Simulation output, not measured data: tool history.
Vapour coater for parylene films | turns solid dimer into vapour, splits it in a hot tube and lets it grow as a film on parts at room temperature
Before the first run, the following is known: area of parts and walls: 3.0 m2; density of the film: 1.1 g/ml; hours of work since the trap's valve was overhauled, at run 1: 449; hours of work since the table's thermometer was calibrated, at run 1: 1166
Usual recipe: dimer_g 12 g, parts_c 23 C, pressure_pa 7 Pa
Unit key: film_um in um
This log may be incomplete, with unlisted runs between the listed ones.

run    hour  dimer_g  parts_c  pressure_pa  hours of work since the trap's valve was overhauled  hours of work since the table's thermometer was calibrated  film_um
  1       0       12       23            7                                                  449                                                        1166     1.61
  2    55.9       12       23            7                                                  486                                                        1203     1.61
  3   104.9       12       23            7                                                  518                                                        1236     1.62
      149.7  -- trap's valve overhauled
  4   153.5       12       23            7                                                    3                                                        1265      1.7
  5   185.1       12       23            7                                                   23                                                        1286     1.68
  6   226.4       12       23          6.3                                                   51                                                        1313     1.71
  7   269.7       12       23          6.3                                                   79                                                        1342     1.69
  8   307.7       12       23          6.3                                                  104                                                        1367      1.7
  9   357.1       12       23          6.3                                                  137                                                        1400      1.7
 10     391       12       23          6.3                                                  159                                                        1422     1.68
 11   430.9       12       23          6.3                                                  186                                                        1448     1.69
 12   470.1       12       23          6.3                                                  212                                                        1474      1.7
 13   493.9       12       23          6.3                                                  227                                                        1490     1.69
 14   533.6       12       23          6.3                                                  253                                                        1516     1.67
 15   579.3       11       30            7                                                  284                                                        1546     1.15
 16   606.3       11       30            7                                                  301                                                        1564     1.15
 17   640.9        7       16         3.61                                                  324                                                        1587     1.37
 18   681.4        8       26         4.43                                                  351                                                        1614     1.04
 19   709.4       12       21            7                                                  370                                                        1632     1.76
 20   754.1       12       21            7                                                  399                                                        1662     1.74
 21   808.3       12       21            7                                                  435                                                        1697     1.74
 22   853.8       15       33         2.53                                                  465                                                        1727      1.6
 23   879.2       15       33         2.53                                                  482                                                        1744     1.58
 24   927.2        6       28         2.53                                                  513                                                        1776     0.78
 25   968.4        6       33         3.59                                                  541                                                        1803      0.6
      978.4  -- trap's valve overhauled
 26  1001.9        6       33         3.59                                                   16                                                        1823     0.63
 27  1027.1        6       33         3.59                                                   32                                                        1839     0.64
 28    1052        6       33         3.59                                                   49                                                        1856     0.64

Entry by entry between the runs, the difference in hidden state between the last listed run before and the first listed run after:
After run 3, before run 4: trap's valve overhauled (hour 149.7)
  vapour lost through the trap's worn valve, %: 4.8 -> 0.2; true temperature of the parts over the reading, C: 0.25 -> 0.26
  measured value less the no-hidden-state value, film_um: -0.1 -> -0.02 um
After run 25, before run 26: trap's valve overhauled (hour 978.4)
  vapour lost through the trap's worn valve, %: 4.4 -> 0.4; true temperature of the parts over the reading, C: 0.4 -> 0.41
  measured value less the no-hidden-state value, film_um: -0.03 -> -0.02 um

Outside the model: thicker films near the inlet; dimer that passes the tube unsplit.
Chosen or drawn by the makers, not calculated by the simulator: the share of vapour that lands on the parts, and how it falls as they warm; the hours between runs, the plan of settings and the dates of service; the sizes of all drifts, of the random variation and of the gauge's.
